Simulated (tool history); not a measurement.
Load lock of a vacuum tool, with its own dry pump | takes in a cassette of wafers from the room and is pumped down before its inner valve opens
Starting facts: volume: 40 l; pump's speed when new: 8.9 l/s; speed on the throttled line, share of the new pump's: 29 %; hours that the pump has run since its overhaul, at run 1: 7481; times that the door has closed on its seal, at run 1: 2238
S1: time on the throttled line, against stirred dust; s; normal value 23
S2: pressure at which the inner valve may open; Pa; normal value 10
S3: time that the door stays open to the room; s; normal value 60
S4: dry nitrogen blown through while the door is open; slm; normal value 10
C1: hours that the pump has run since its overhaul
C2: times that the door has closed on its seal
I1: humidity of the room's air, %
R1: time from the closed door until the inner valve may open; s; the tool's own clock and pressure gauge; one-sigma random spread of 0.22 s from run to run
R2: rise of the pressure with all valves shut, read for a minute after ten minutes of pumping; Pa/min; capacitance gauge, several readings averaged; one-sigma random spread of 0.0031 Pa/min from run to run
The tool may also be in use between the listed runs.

Run 1, hour 0.0: usual settings; C1 7481; C2 2238; I1 51.0. Result: R1 58.5 s, R2 0.072 Pa/min.
Run 2, hour 226.8: usual settings; C1 7707; C2 2611; I1 45.7. Result: R1 58.4 s, R2 0.060 Pa/min.
Run 3, hour 505.5: usual settings; C1 7986; C2 3070; I1 44.5. Result: R1 58.3 s, R2 0.061 Pa/min.
Run 4, hour 650.3: usual settings; C1 8131; C2 3308; I1 44.8. Result: R1 58.5 s, R2 0.071 Pa/min.
Run 5, hour 958.3: usual settings but S4 5 slm; C1 8439; C2 3815; I1 45.6. Result: R1 58.3 s, R2 0.070 Pa/min.
Run 6, hour 1117.4: usual settings but S3 31 s; C1 8598; C2 4076; I1 41.3. Result: R1 58.3 s, R2 0.039 Pa/min.
Run 7, hour 1314.2: usual settings but S3 31 s; C1 8795; C2 4400; I1 41.0. Result: R1 58.7 s, R2 0.039 Pa/min.
Run 8, hour 1582.1: usual settings but S3 31 s; C1 9063; C2 4841; I1 48.1. Result: R1 58.0 s, R2 0.042 Pa/min.
Run 9, hour 1759.8: usual settings but S3 31 s; C1 9240; C2 5133; I1 42.4. Result: R1 58.3 s, R2 0.040 Pa/min.
Run 10, hour 2048.8: usual settings but S3 31 s; C1 9529; C2 5609; I1 44.9. Result: R1 58.2 s, R2 0.040 Pa/min.
Run 11, hour 2377.6: usual settings but S2 15 Pa; C1 9858; C2 6149; I1 44.4. Result: R1 56.5 s, R2 0.060 Pa/min.
Run 12, hour 2638.3: usual settings; C1 10119; C2 6578; I1 47.3. Result: R1 58.4 s, R2 0.064 Pa/min.
Run 13, hour 2877.6: usual settings; C1 10358; C2 6972; I1 41.1. Result: R1 58.6 s, R2 0.064 Pa/min.
Run 14, hour 3018.9: usual settings; C1 10500; C2 7204; I1 42.7. Result: R1 58.0 s, R2 0.060 Pa/min.
Run 15, hour 3254.6: usual settings; C1 10735; C2 7592; I1 48.6. Result: R1 58.2 s, R2 0.069 Pa/min.
Run 16, hour 3553.2: usual settings; C1 11034; C2 8083; I1 50.0. Result: R1 58.4 s, R2 0.072 Pa/min.
Run 17, hour 3839.0: usual settings; C1 11320; C2 8553; I1 44.3. Result: R1 58.5 s, R2 0.059 Pa/min.
Run 18, hour 4137.9: usual settings; C1 11619; C2 9045; I1 48.0. Result: R1 58.6 s, R2 0.069 Pa/min.
Run 19, hour 4289.2: usual settings but S1 41 s, S3 39 s; C1 11770; C2 9294; I1 42.8. Result: R1 71.6 s, R2 0.048 Pa/min.
Run 20, hour 4551.7: usual settings but S1 43 s; C1 12032; C2 9726; I1 43.9. Result: R1 72.8 s, R2 0.062 Pa/min.
Run 21, hour 4745.2: usual settings but S1 20 s, S2 15 Pa, S3 56 s, S4 19 slm; C1 12226; C2 10044; I1 42.0. Result: R1 54.1 s, R2 0.044 Pa/min.
Run 22, hour 4895.8: usual settings but S1 20 s, S2 9 Pa, S3 131 s, S4 5 slm; C1 12376; C2 10292; I1 45.5. Result: R1 56.6 s, R2 0.126 Pa/min.
Run 23, hour 5098.6: usual settings but S1 15 s, S2 15 Pa, S3 61 s, S4 5 slm; C1 12579; C2 10625; I1 45.9. Result: R1 50.8 s, R2 0.070 Pa/min.
Run 24, hour 5407.2: usual settings but S1 15 s, S2 15 Pa, S3 61 s, S4 5 slm; C1 12888; C2 11133; I1 45.3. Result: R1 50.7 s, R2 0.072 Pa/min.
Run 25, hour 5663.0: usual settings but S2 13 Pa, S3 86 s; C1 13144; C2 11554; I1 44.5. Result: R1 57.0 s, R2 0.084 Pa/min.
Run 26, hour 5956.6: usual settings but S1 19 s, S2 13 Pa, S3 86 s; C1 13437; C2 12037; I1 46.5. Result: R1 54.7 s, R2 0.091 Pa/min.
Run 27, hour 6163.9: usual settings but S1 40 s, S4 5 slm; C1 13645; C2 12378; I1 44.1. Result: R1 70.5 s, R2 0.066 Pa/min.
Run 28, hour 6326.0: usual settings but S1 20 s, S2 18 Pa, S4 24 slm; C1 13807; C2 12644; I1 41.2. Result: R1 53.5 s, R2 0.043 Pa/min.
Run 29, hour 6470.4: usual settings but S1 14 s, S2 9 Pa, S3 56 s, S4 19 slm; C1 13951; C2 12882; I1 46.7. Result: R1 52.5 s, R2 0.057 Pa/min.
Run 30, hour 6805.0: usual settings but S1 39 s, S2 8 Pa, S4 20 slm; C1 14286; C2 13432; I1 47.4. Result: R1 71.3 s, R2 0.053 Pa/min.
Run 31, hour 7082.6: usual settings but S3 45 s; C1 14563; C2 13889; I1 46.0. Result: R1 58.3 s, R2 0.060 Pa/min.
Run 32, hour 7249.9: usual settings but S3 45 s; C1 14731; C2 14164; I1 44.5. Result: R1 58.6 s, R2 0.056 Pa/min.
Run 33, hour 7450.8: usual settings but S3 45 s; C1 14932; C2 14495; I1 45.3. Result: R1 58.2 s, R2 0.051 Pa/min.
Run 34, hour 7783.3: usual settings but S1 16 s, S3 229 s; C1 15264; C2 15042; I1 45.2. Result: R1 53.8 s, R2 0.147 Pa/min.
Run 35, hour 8008.0: usual settings but S2 8 Pa; C1 15489; C2 15411; I1 44.4. Result: R1 59.4 s, R2 0.066 Pa/min.
Run 36, hour 8269.8: usual settings but S1 15 s, S2 11 Pa, S3 47 s, S4 9 slm; C1 15751; C2 15842; I1 46.4. Result: R1 52.3 s, R2 0.056 Pa/min.

3 options for the next run, each taken on its own from the tool as it stands now. Forecast them:
Run A, hour 8576.4: usual settings but S1 18 s; C1 16057; C2 16346; I1 45.6. Result: R1 ?, R2 ?.
Run B, hour 8576.4: usual settings but S3 28 s; C1 16057; C2 16346; I1 46.7. Result: R1 ?, R2 ?.
Run C, hour 8576.4: usual settings but S1 15 s, S2 11 Pa, S3 70 s, S4 9 slm; C1 16057; C2 16346; I1 47.1. Result: R1 ?, R2 ?.

run    R1     R2
  A  54.5  0.064
  B  58.5  0.040
  C  52.3  0.074
Without the tool's hidden state the same runs would have given:
run    R1     R2
  A  54.5  0.063
  B  58.5  0.039
  C  52.3  0.073
